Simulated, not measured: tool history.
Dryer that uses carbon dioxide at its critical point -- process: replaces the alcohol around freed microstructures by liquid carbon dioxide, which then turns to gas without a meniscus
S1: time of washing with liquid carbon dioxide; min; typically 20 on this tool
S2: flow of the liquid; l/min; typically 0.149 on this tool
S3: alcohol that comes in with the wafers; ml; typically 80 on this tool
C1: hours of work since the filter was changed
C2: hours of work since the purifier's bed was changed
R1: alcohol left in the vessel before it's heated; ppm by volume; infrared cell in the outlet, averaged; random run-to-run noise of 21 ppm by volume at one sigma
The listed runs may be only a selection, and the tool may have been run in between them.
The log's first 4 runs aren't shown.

run	hour	S1	S2	S3	C1	C2	R1
5	184.3	20	0.149	53	238	149	1428
6	231.1	20	0.149	53	254	165	1487
7	282.3	20	0.149	53	271	182	1537
8	345.5	20	0.132	53	292	203	2579
9	403.2	20	0.132	53	311	222	2653
10	456.8	20	0.132	53	329	240	2799
11	503.6	20	0.132	53	344	255	2832
12	547.5	20	0.132	53	359	270	2925
13	575.1	20	0.132	53	368	279	2999
14	607.4	20	0.132	53	378	289	3071
15	657.3	20	0.149	63	395	306	2343
16	686.8	20	0.149	63	405	316	2306
# hour 718.2: inlet filter changed
17	751.5	20	0.149	63	11	337	1175
18	797.8	31	0.149	80	26	352	139
19	856.1	22	0.149	74	46	371	932
20	893.9	25	0.211	23	58	384	41
21	939.5	15	0.149	80	73	399	5176
22	1000.6	15	0.149	82	93	419	5487
23	1043.4	15	0.149	82	107	433	5468
24	1088.4	15	0.187	114	122	448	3113
25	1149.5	15	0.149	53	143	468	3755

For run 26, what comes out?
26	1189.7	15	0.116	53	156	482	?

{"run 26": {"R1": 8240}}
Without the tool's hidden state the same run would have given R1 6830 ppm by volume.
